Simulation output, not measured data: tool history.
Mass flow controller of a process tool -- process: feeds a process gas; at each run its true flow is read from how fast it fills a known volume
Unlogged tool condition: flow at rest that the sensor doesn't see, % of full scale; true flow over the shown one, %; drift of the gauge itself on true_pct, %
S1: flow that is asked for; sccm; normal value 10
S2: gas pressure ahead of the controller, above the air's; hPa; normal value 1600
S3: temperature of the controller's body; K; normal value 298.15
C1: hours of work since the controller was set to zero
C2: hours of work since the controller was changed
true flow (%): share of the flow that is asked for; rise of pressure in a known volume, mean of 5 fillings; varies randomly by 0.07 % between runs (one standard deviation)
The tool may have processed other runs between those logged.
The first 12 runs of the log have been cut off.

run 13 hour=1317.3 | S1=10 S2=1600 S3=298.15 | C1=1997 C2=1997 | true_flow_(%)=98.43
run 14 hour=1487.2 | S1=10 S2=2260 S3=298.15 | C1=2103 C2=2103 | true_flow_(%)=98.02
run 15 hour=1571 | S1=10 S2=2260 S3=298.15 | C1=2155 C2=2155 | true_flow_(%)=97.84
run 16 hour=1724.6 | S1=4 S2=1600 S3=298.15 | C1=2251 C2=2251 | true_flow_(%)=97.45
run 17 hour=1813.3 | S1=5 S2=1600 S3=298.15 | C1=2306 C2=2306 | true_flow_(%)=97.6
run 18 hour=1915 | S1=10 S2=1600 S3=298.15 | C1=2370 C2=2370 | true_flow_(%)=98.04
run 19 hour=2014.8 | S1=10 S2=1600 S3=298.15 | C1=2432 C2=2432 | true_flow_(%)=98.14
run 20 hour=2092.6 | S1=7 S2=1600 S3=295.15 | C1=2481 C2=2481 | true_flow_(%)=97.83
run 21 hour=2258.8 | S1=9 S2=2090 S3=298.15 | C1=2585 C2=2585 | true_flow_(%)=97.5
run 22 hour=2351.1 | S1=9 S2=1600 S3=309.15 | C1=2642 C2=2642 | true_flow_(%)=97.1

Run 23 comes next. What will it give?
run 23 hour=2518.8 | S1=20 S2=1560 S3=299.15 | C1=2747 C2=2747 | true_flow_(%)=?

Run 23 gave true flow (%) 99.04.
The same run, on a tool lacking any hidden state, would have yielded true flow (%) 100.15.
